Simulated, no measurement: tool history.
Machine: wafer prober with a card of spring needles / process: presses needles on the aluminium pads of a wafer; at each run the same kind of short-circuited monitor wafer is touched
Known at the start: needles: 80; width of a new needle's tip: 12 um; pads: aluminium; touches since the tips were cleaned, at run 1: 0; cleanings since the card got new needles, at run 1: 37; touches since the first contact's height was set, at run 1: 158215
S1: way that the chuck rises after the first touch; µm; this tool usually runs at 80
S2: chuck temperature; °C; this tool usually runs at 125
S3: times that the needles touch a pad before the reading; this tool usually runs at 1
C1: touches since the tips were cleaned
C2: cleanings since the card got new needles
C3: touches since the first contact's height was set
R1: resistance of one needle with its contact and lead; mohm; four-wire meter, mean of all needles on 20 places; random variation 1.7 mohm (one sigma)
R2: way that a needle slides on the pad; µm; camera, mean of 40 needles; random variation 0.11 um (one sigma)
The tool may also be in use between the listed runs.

run	hour	S1	S2	S3	C1	C2	C3	R1	R2
1	0.0	80	125	1	0	37	158215	176	19.75
# hour 16.2: tips cleaned on abrasive film
# hour 32.4: tips cleaned on abrasive film
# hour 45.4: tips cleaned on abrasive film
# hour 60.9: tips cleaned on abrasive film
2	63.4	80	125	1	748	41	177423	184	19.63
# hour 76.4: tips cleaned on abrasive film
# hour 92.3: tips cleaned on abrasive film
3	92.6	80	125	1	74	43	186265	175	19.71
# hour 108.3: tips cleaned on abrasive film
# hour 124.4: tips cleaned on abrasive film
# hour 137.4: tips cleaned on abrasive film
4	142.6	80	125	3	1577	46	201436	180	19.40
# hour 152.4: tips cleaned on abrasive film
# hour 168.6: tips cleaned on abrasive film
5	175.8	80	125	3	2199	48	211501	182	19.41
# hour 182.4: tips cleaned on abrasive film
# hour 195.4: tips cleaned on abrasive film
# hour 211.4: tips cleaned on abrasive film
# hour 224.4: tips cleaned on abrasive film
# hour 238.3: tips cleaned on abrasive film
6	238.3	80	125	1	0	53	230416	175	19.37
# hour 254.0: tips cleaned on abrasive film
# hour 270.2: tips cleaned on abrasive film
# hour 286.2: tips cleaned on abrasive film
# hour 292.9: height of the first contact set anew
# hour 299.5: tips cleaned on abrasive film
7	305.2	80	125	1	1742	57	3708	198	18.40
# hour 314.4: tips cleaned on abrasive film
# hour 330.2: tips cleaned on abrasive film
# hour 343.2: tips cleaned on abrasive film
# hour 359.1: tips cleaned on abrasive film
8	361.0	80	125	1	586	61	20607	189	18.44
# hour 373.5: tips cleaned on abrasive film
# hour 389.0: tips cleaned on abrasive film
# hour 404.7: tips cleaned on abrasive film
9	404.7	80	125	3	0	64	33842	172	18.21
# hour 420.2: tips cleaned on abrasive film
# hour 433.2: tips cleaned on abrasive film
10	439.3	70	125	1	1864	66	44334	210	15.61
# hour 448.7: tips cleaned on abrasive film
# hour 461.7: tips cleaned on abrasive film
# hour 477.4: tips cleaned on abrasive film
# hour 490.4: tips cleaned on abrasive film
# hour 505.9: tips cleaned on abrasive film
11	505.9	80	125	1	0	71	64478	178	18.08
# hour 521.9: tips cleaned on abrasive film
# hour 534.9: tips cleaned on abrasive film
# hour 550.7: tips cleaned on abrasive film
12	556.3	80	125	1	1706	74	79759	193	18.04
# hour 566.0: tips cleaned on abrasive film
# hour 579.0: tips cleaned on abrasive film
# hour 592.2: height of the first contact set anew, once more
# hour 595.6: tips cleaned on abrasive film
# hour 608.6: tips cleaned on abrasive film
13	608.6	80	125	1	0	78	4926	176	20.69
# hour 624.3: tips cleaned on abrasive film
# hour 640.1: tips cleaned on abrasive film
# hour 656.2: tips cleaned on abrasive film
14	668.6	80	125	1	3778	81	23144	201	20.53
# hour 671.9: tips cleaned on abrasive film
# hour 687.8: tips cleaned on abrasive film
# hour 703.6: tips cleaned on abrasive film
# hour 716.6: tips cleaned on abrasive film
# hour 732.2: tips cleaned on abrasive film
15	732.2	80	125	2	0	86	42398	176	20.59
# hour 747.9: tips cleaned on abrasive film
16	760.2	77	109	1	3739	87	50884	202	19.72
# hour 763.5: tips cleaned on abrasive film
# hour 776.5: tips cleaned on abrasive film
# hour 792.6: tips cleaned on abrasive film
# hour 805.6: tips cleaned on abrasive film
17	807.2	80	26	3	482	91	65098	162	20.38
# hour 819.6: tips cleaned on abrasive film
# hour 832.6: tips cleaned on abrasive film
# hour 848.8: tips cleaned on abrasive film
# hour 861.8: tips cleaned on abrasive film
18	862.4	82	96	3	184	95	81833	168	20.70
# hour 875.3: tips cleaned on abrasive film
# hour 891.4: tips cleaned on abrasive film
# hour 907.1: tips cleaned on abrasive film
19	917.7	95	33	1	3216	98	98577	179	24.22
# hour 921.0: tips cleaned on abrasive film
# hour 936.5: tips cleaned on abrasive film
# hour 952.3: tips cleaned on abrasive film
# hour 968.1: tips cleaned on abrasive film
20	977.5	73	43	1	2851	102	116695	196	18.27
# hour 984.0: tips cleaned on abrasive film
# hour 997.0: tips cleaned on abrasive film
# hour 1013.2: tips cleaned on abrasive film
# hour 1029.4: tips cleaned on abrasive film
21	1042.2	73	43	1	3890	106	136308	199	18.06
# hour 1045.5: tips cleaned on abrasive film
# hour 1058.5: tips cleaned on abrasive film
# hour 1074.4: tips cleaned on abrasive film
22	1086.5	80	96	2	3689	109	149726	187	19.82
# hour 1089.8: tips cleaned on abrasive film
# hour 1102.8: tips cleaned on abrasive film
# hour 1115.8: tips cleaned on abrasive film
23	1122.0	80	125	1	1894	112	160470	199	19.68
# hour 1131.8: tips cleaned on abrasive film
# hour 1144.8: tips cleaned on abrasive film
# hour 1160.3: tips cleaned on abrasive film
24	1163.4	80	125	1	957	115	173009	191	19.68
# hour 1176.4: tips cleaned on abrasive film
# hour 1189.4: tips cleaned on abrasive film
# hour 1205.1: tips cleaned on abrasive film
25	1207.1	64	30	2	609	118	186248	177	15.47
# hour 1220.1: tips cleaned on abrasive film
# hour 1233.1: tips cleaned on abrasive film
# hour 1246.1: tips cleaned on abrasive film
# hour 1259.1: tips cleaned on abrasive film
26	1261.4	64	30	2	707	122	202686	175	15.48

Forecast each of these 4 alternatives for the next run:
# hour 1273.9: tips cleaned on abrasive film
# hour 1286.9: tips cleaned on abrasive film
# hour 1302.5: tips cleaned on abrasive film
# hour 1315.5: tips cleaned on abrasive film
A	1326.0	60	26	2	3199	126	222258	?	?
# hour 1273.9: tips cleaned on abrasive film
# hour 1286.9: tips cleaned on abrasive film
# hour 1302.5: tips cleaned on abrasive film
# hour 1315.5: tips cleaned on abrasive film
B	1326.0	90	41	2	3199	126	222258	?	?
# hour 1273.9: tips cleaned on abrasive film
# hour 1286.9: tips cleaned on abrasive film
# hour 1302.5: tips cleaned on abrasive film
# hour 1315.5: tips cleaned on abrasive film
C	1326.0	80	125	2	3199	126	222258	?	?
# hour 1273.9: tips cleaned on abrasive film
# hour 1286.9: tips cleaned on abrasive film
# hour 1302.5: tips cleaned on abrasive film
# hour 1315.5: tips cleaned on abrasive film
D	1326.0	82	125	2	3199	126	222258	?	?

run	R1	R2
A	196	14.18
B	174	22.12
C	195	19.50
D	195	19.99
Without the tool's unlogged condition, the same runs would have read:
run	R1	R2
A	153	15.42
B	154	23.37
C	172	20.74
D	173	21.24
